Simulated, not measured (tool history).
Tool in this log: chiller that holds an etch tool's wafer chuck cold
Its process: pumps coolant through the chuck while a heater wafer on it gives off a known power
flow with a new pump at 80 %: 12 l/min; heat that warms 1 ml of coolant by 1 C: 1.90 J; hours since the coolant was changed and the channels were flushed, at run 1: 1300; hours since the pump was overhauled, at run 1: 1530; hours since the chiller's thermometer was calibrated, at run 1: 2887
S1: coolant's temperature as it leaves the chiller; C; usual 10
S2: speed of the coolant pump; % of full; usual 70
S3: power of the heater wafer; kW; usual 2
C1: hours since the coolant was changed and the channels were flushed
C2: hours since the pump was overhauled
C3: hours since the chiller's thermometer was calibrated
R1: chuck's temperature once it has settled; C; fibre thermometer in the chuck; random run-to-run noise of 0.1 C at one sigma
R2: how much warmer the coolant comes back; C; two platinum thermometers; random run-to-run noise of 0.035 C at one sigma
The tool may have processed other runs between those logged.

run    hour  S1  S2     S3    C1    C2    C3    R1    R2
  1       0  10  70      2  1300  1530  2887  26.9  6.03
  2   114.9  17  70      2  1415  1645  3002  33.9     6
  3   255.1  10  70      2  1555  1785  3142  26.9  5.91
  4   319.5  10  70  1.949  1619  1849  3206  26.4   5.8
  5   420.3  10  70   2.39  1720  1950  3307  30.2  7.15
  6   556.7  10  70  1.444  1856  2087  3444  22.1  4.32
  7   648.4  10  70      2  1948  2178  3535  26.7  5.96
  8   720.7  10  70      2  2020  2251  3608  26.8  5.98
  9   842.4  10  70  2.773  2142  2372  3729  33.5  8.22
 10   948.7   4  69  1.391  2248  2479  3836  15.8  4.23
 11  1081.7  10  70  1.407  2381  2612  3969  21.8  4.23
 12  1162.9  10  62      2  2462  2693  4050  28.8  6.73
 13  1304.2   4  91      2  2604  2834  4191  17.4  4.67
 14  1384.1   4  91      2  2684  2914  4271  17.4  4.62
     1505.1  -- chiller's thermometer calibrated
 15  1511.3  10  96  1.296  2810  3040     6  18.3  2.86
 16  1643.8  10  96  1.296  2942  3173   139  18.5  2.85
 17  1731.8  10  96  1.296  3030  3261   227  18.4  2.89
 18  1870.6   7  68      2  3169  3400   365  24.3  6.15

Alternative continuations, all from the tool just after run 18; predict every row:
  A  2009.5   1  68  1.029  3308  3539  504   ?   ?
  B  2009.5  10  87  2.609  3308  3539  504   ?   ?
  C  2009.5  10  67      2  3308  3539  504   ?   ?
  D  2009.5  14  93  1.068  3308  3539  504   ?   ?

run    R1    R2
  A   9.8  3.14
  B  28.4  6.39
  C  27.5   6.2
  D  20.9  2.44
With the hidden condition removed and each run's random variation left untouched, the same runs would have given:
run    R1    R2
  A   9.8  3.14
  B  28.3  6.39
  C  27.5  6.19
  D  20.8  2.44
